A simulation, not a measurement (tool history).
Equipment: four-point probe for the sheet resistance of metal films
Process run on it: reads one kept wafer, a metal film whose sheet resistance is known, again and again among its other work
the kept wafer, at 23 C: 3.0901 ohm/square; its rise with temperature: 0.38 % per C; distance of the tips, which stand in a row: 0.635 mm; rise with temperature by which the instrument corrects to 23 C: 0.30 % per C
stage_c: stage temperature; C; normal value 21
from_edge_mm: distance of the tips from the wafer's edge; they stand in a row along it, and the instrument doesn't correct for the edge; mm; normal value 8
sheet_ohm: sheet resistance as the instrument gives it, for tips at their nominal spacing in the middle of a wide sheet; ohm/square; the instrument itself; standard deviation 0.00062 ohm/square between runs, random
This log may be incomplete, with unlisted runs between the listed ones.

run 1 hour=0.0 | stage_c=21 from_edge_mm=8 | sheet_ohm=3.110817
run 2 hour=28.9 | stage_c=21 from_edge_mm=8 | sheet_ohm=3.111638
run 3 hour=46.0 | stage_c=21 from_edge_mm=8 | sheet_ohm=3.111536
run 4 hour=65.1 | stage_c=21 from_edge_mm=8 | sheet_ohm=3.112211
run 5 hour=87.4 | stage_c=21 from_edge_mm=8 | sheet_ohm=3.111623
run 6 hour=106.2 | stage_c=21 from_edge_mm=8 | sheet_ohm=3.112749
run 7 hour=135.7 | stage_c=21 from_edge_mm=8 | sheet_ohm=3.112529
run 8 hour=150.7 | stage_c=21 from_edge_mm=21 | sheet_ohm=3.104680
run 9 hour=175.9 | stage_c=21 from_edge_mm=21 | sheet_ohm=3.104103
run 10 hour=206.2 | stage_c=21 from_edge_mm=21 | sheet_ohm=3.105893
run 11 hour=225.2 | stage_c=21 from_edge_mm=21 | sheet_ohm=3.106058
run 12 hour=253.4 | stage_c=21 from_edge_mm=8 | sheet_ohm=3.114582
-- hour=256.3 stage's thermometer calibrated
run 13 hour=282.9 | stage_c=24 from_edge_mm=8 | sheet_ohm=3.123745
run 14 hour=316.4 | stage_c=24 from_edge_mm=59 | sheet_ohm=3.115069
run 15 hour=332.9 | stage_c=24 from_edge_mm=59 | sheet_ohm=3.116208
run 16 hour=349.6 | stage_c=24 from_edge_mm=59 | sheet_ohm=3.114923
-- hour=372.2 stage's thermometer calibrated, once more
run 17 hour=377.5 | stage_c=21 from_edge_mm=17 | sheet_ohm=3.105495
run 18 hour=410.9 | stage_c=21 from_edge_mm=17 | sheet_ohm=3.105556
run 19 hour=431.3 | stage_c=24 from_edge_mm=8 | sheet_ohm=3.120878
run 20 hour=465.4 | stage_c=21 from_edge_mm=8 | sheet_ohm=3.114442
run 21 hour=494.8 | stage_c=21 from_edge_mm=8 | sheet_ohm=3.115332
run 22 hour=523.5 | stage_c=21 from_edge_mm=8 | sheet_ohm=3.115971
run 23 hour=545.1 | stage_c=21 from_edge_mm=8 | sheet_ohm=3.116355
run 24 hour=565.1 | stage_c=21 from_edge_mm=8 | sheet_ohm=3.116877
run 25 hour=595.6 | stage_c=20 from_edge_mm=10 | sheet_ohm=3.111455
run 26 hour=618.4 | stage_c=34 from_edge_mm=8 | sheet_ohm=3.147411
run 27 hour=647.3 | stage_c=21 from_edge_mm=9 | sheet_ohm=3.116226
run 28 hour=678.4 | stage_c=21 from_edge_mm=9 | sheet_ohm=3.115754
run 29 hour=708.2 | stage_c=18 from_edge_mm=21 | sheet_ohm=3.103210
run 30 hour=742.2 | stage_c=25 from_edge_mm=8 | sheet_ohm=3.130022
run 31 hour=764.3 | stage_c=25 from_edge_mm=8 | sheet_ohm=3.128727
run 32 hour=779.9 | stage_c=25 from_edge_mm=8 | sheet_ohm=3.129721
run 33 hour=806.1 | stage_c=25 from_edge_mm=6 | sheet_ohm=3.138236
run 34 hour=824.3 | stage_c=25 from_edge_mm=6 | sheet_ohm=3.138667
run 35 hour=852.3 | stage_c=18 from_edge_mm=6 | sheet_ohm=3.122951
run 36 hour=875.4 | stage_c=19 from_edge_mm=7 | sheet_ohm=3.120037
run 37 hour=907.0 | stage_c=19 from_edge_mm=7 | sheet_ohm=3.120953
run 38 hour=941.6 | stage_c=32 from_edge_mm=23 | sheet_ohm=3.138328
run 39 hour=968.0 | stage_c=32 from_edge_mm=23 | sheet_ohm=3.139686
run 40 hour=1002.0 | stage_c=21 from_edge_mm=13 | sheet_ohm=3.116532
run 41 hour=1026.2 | stage_c=21 from_edge_mm=13 | sheet_ohm=3.118560
run 42 hour=1056.5 | stage_c=34 from_edge_mm=13 | sheet_ohm=3.147822
run 43 hour=1086.4 | stage_c=24 from_edge_mm=8 | sheet_ohm=3.132191
run 44 hour=1108.0 | stage_c=24 from_edge_mm=8 | sheet_ohm=3.133549

Pick out some run-to-run changes in sheet_ohm. Of each, how much would a tool without hidden state show as well, from the settings, what came in and chance, and how much is left for the hidden state and any gauge scatter not in both results compared?
The tool's hidden condition here consists of: inner tips' distance over the nominal, %; tips' flats over new ones', %; wafer's true temperature over the reading, C; drift of the gauge itself on sheet_ohm, %.
Run 12 -> 13: stage_c 21 -> 24, stage's thermometer calibrated. sheet_ohm +0.009163 ohm/square: hidden state +0.002452, all else +0.006711.
Run 16 -> 17: stage_c 24 -> 21, from_edge_mm 59 -> 17, stage's thermometer calibrated, once more. sheet_ohm -0.009428 ohm/square: hidden state -0.005547, all else -0.003881.
Run 25 -> 26: stage_c 20 -> 34, from_edge_mm 10 -> 8. sheet_ohm +0.035956 ohm/square: hidden state +0.000672, all else +0.035284.
Run 26 -> 27: stage_c 34 -> 21, from_edge_mm 8 -> 9. sheet_ohm -0.031185 ohm/square: hidden state +0.000239, all else -0.031424.
Run 41 -> 42: stage_c 21 -> 34. sheet_ohm +0.029262 ohm/square: hidden state +0.000806, all else +0.028456.
